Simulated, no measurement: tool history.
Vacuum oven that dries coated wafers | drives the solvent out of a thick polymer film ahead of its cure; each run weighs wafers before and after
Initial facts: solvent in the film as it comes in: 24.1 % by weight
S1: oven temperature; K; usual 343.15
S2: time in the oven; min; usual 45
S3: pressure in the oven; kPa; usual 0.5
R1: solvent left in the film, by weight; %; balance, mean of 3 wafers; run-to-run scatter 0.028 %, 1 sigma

{"run": 1, "day": 0.0, "S1": 343.15, "S2": 45, "S3": 0.5, "R1": 1.99}
{"run": 2, "day": 0.812, "S1": 343.15, "S2": 45, "S3": 0.5, "R1": 2.05}
{"day": 1.454, "done": "oven's thermocouples calibrated"}
{"run": 3, "day": 1.525, "S1": 350.15, "S2": 45, "S3": 0.5, "R1": 0.57}
{"run": 4, "day": 1.921, "S1": 343.15, "S2": 65, "S3": 0.5, "R1": 0.96}
{"run": 5, "day": 2.712, "S1": 343.15, "S2": 45, "S3": 0.5, "R1": 2}
{"run": 6, "day": 3.438, "S1": 329.15, "S2": 45, "S3": 0.5, "R1": 9}

Forecast run 7:
{"run": 7, "day": 4.079, "S1": 352.15, "S2": 45, "S3": 1.485, "R1": "?"}

{"run 7": {"R1": 1.01}}
With the hidden condition absent and the run-to-run variation left alone, this run would have shown R1 1.01 %.
